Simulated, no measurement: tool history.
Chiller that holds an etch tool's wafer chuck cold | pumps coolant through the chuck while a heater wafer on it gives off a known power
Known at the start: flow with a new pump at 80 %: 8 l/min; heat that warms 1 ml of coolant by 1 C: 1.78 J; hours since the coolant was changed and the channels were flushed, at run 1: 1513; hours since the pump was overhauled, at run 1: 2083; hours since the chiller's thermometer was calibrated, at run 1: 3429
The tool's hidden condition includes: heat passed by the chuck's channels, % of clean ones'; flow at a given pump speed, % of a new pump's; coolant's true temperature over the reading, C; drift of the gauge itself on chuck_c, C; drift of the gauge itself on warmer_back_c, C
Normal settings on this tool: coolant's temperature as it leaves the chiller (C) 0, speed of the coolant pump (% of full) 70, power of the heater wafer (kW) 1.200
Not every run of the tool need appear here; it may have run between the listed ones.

| run | hour | coolant's temperature as it leaves the chiller (C) | speed of the coolant pump (% of full) | power of the heater wafer (kW) | hours since the coolant was changed and the channels were flushed | hours since the pump was overhauled | hours since the chiller's thermometer was calibrated | chuck's temperature once it has settled (C) | how much warmer the coolant comes back (C) |
|---|---|---|---|---|---|---|---|---|---|
| 1 | 0.0 | 0 | 70 | 1.200 | 1513 | 2083 | 3429 | 11.1 | 6.25 |
| 2 | 178.1 | 0 | 70 | 1.200 | 1691 | 2261 | 3607 | 11.5 | 6.33 |
|  | 259.0 | chiller's thermometer calibrated |
| 3 | 340.4 | 0 | 70 | 1.200 | 1853 | 2422 | 81 | 12.2 | 6.33 |
| 4 | 519.8 | 0 | 70 | 1.200 | 2032 | 2602 | 261 | 12.5 | 6.42 |
| 5 | 615.8 | 0 | 70 | 1.200 | 2128 | 2698 | 357 | 12.3 | 6.43 |
| 6 | 793.5 | -8 | 70 | 1.200 | 2306 | 2875 | 535 | 4.6 | 6.55 |
| 7 | 987.7 | -8 | 70 | 1.200 | 2500 | 3070 | 729 | 4.6 | 6.62 |
|  | 1063.2 | coolant changed, channels flushed |
| 8 | 1158.7 | -8 | 85 | 1.200 | 95 | 3234 | 894 | 1.9 | 5.47 |
| 9 | 1310.9 | 0 | 70 | 0.673 | 248 | 3387 | 1046 | 6.4 | 3.79 |
| 10 | 1495.2 | -7 | 70 | 0.814 | 432 | 3571 | 1230 | 0.9 | 4.51 |
| 11 | 1708.9 | 0 | 81 | 0.807 | 646 | 3785 | 1444 | 7.0 | 3.97 |
| 12 | 1907.9 | 0 | 70 | 1.422 | 845 | 3984 | 1643 | 14.3 | 8.10 |
|  | 1925.5 | coolant pump overhauled |
| 13 | 2001.2 | 3 | 70 | 0.931 | 933 | 76 | 1731 | 12.8 | 5.59 |
| 14 | 2212.1 | 0 | 70 | 0.825 | 1144 | 287 | 1942 | 8.8 | 5.01 |
| 15 | 2369.0 | -6 | 66 | 0.899 | 1301 | 443 | 2099 | 3.9 | 5.85 |
| 16 | 2475.7 | 0 | 68 | 1.200 | 1407 | 550 | 2206 | 13.4 | 7.56 |
| 17 | 2677.8 | 0 | 84 | 1.547 | 1610 | 752 | 2408 | 14.8 | 8.00 |
|  | 2752.5 | coolant pump overhauled, once more |
| 18 | 2819.3 | -3 | 66 | 0.663 | 1746 | 67 | 2544 | 3.2 | 3.29 |

Alternative continuations, all from the tool just after run 18; predict every row:
| A | 3014.5 | -3 | 75 | 0.803 | 1941 | 262 | 2740 | ? | ? |
| B | 3014.5 | -6 | 70 | 1.736 | 1941 | 262 | 2740 | ? | ? |
| C | 3014.5 | -3 | 90 | 0.663 | 1941 | 262 | 2740 | ? | ? |

| run | chuck's temperature once it has settled (C) | how much warmer the coolant comes back (C) |
|---|---|---|
| A | 3.9 | 3.66 |
| B | 9.9 | 8.35 |
| C | 1.8 | 2.49 |
With the hidden condition removed and each run's random variation left untouched, the same runs would have given:
| run | chuck's temperature once it has settled (C) | how much warmer the coolant comes back (C) |
|---|---|---|
| A | 3.6 | 3.63 |
| B | 8.8 | 8.27 |
| C | 1.7 | 2.46 |

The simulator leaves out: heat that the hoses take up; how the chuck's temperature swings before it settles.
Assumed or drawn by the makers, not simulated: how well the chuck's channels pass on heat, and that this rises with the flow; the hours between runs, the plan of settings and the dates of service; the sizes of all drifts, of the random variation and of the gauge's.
